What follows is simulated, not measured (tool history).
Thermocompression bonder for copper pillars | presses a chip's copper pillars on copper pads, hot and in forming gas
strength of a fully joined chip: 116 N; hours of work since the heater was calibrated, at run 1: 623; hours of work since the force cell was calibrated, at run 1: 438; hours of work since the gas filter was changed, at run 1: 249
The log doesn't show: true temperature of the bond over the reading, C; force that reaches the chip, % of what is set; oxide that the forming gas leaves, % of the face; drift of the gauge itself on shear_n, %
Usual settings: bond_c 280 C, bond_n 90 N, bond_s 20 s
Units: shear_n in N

| run | hour | bond_c | bond_n | bond_s | hours of work since the heater was calibrated | hours of work since the force cell was calibrated | hours of work since the gas filter was changed | shear_n |
|---|---|---|---|---|---|---|---|---|
| 1 | 0.0 | 280 | 90 | 20 | 623 | 438 | 249 | 77.8 |
|  | 7.1 | forming gas filter changed |
| 2 | 36.9 | 280 | 90 | 20 | 650 | 465 | 22 | 78.2 |
| 3 | 66.6 | 280 | 90 | 20 | 672 | 487 | 44 | 78.7 |
| 4 | 104.0 | 280 | 90 | 20 | 700 | 515 | 72 | 78.2 |
| 5 | 139.5 | 293 | 90 | 20 | 726 | 541 | 98 | 85.2 |
| 6 | 161.7 | 293 | 90 | 20 | 743 | 557 | 115 | 86.5 |
| 7 | 194.5 | 280 | 90 | 20 | 767 | 582 | 139 | 77.7 |
| 8 | 226.0 | 280 | 90 | 20 | 790 | 605 | 162 | 77.9 |
| 9 | 252.1 | 295 | 90 | 20 | 810 | 624 | 181 | 87.3 |
|  | 264.2 | heater calibrated with a thermocouple chip |
| 10 | 292.1 | 295 | 90 | 20 | 21 | 652 | 210 | 86.6 |
| 11 | 330.1 | 295 | 90 | 20 | 49 | 681 | 238 | 86.8 |
|  | 349.6 | forming gas filter changed |
| 12 | 358.2 | 295 | 90 | 20 | 69 | 701 | 6 | 87.4 |
| 13 | 383.4 | 295 | 90 | 20 | 88 | 720 | 25 | 88.0 |
| 14 | 423.7 | 280 | 90 | 20 | 118 | 749 | 55 | 77.8 |
| 15 | 463.2 | 280 | 90 | 20 | 147 | 779 | 84 | 78.8 |
| 16 | 495.3 | 280 | 90 | 20 | 171 | 802 | 108 | 78.3 |
| 17 | 544.0 | 280 | 90 | 20 | 207 | 839 | 144 | 77.6 |
| 18 | 582.9 | 254 | 90 | 20 | 236 | 867 | 173 | 60.4 |
| 19 | 602.6 | 280 | 90 | 20 | 250 | 882 | 187 | 78.1 |
| 20 | 639.8 | 280 | 90 | 20 | 278 | 910 | 215 | 78.4 |
| 21 | 663.2 | 280 | 92 | 55 | 295 | 927 | 232 | 97.6 |

Forecast run 22:
|  | 692.2 | forming gas filter changed |
| 22 | 699.6 | 286 | 90 | 36 | 322 | 953 | 6 | ? |

Run 22 gave shear_n 93.7 N.
Without the tool's hidden state the same run would have given shear_n 93.6 N.
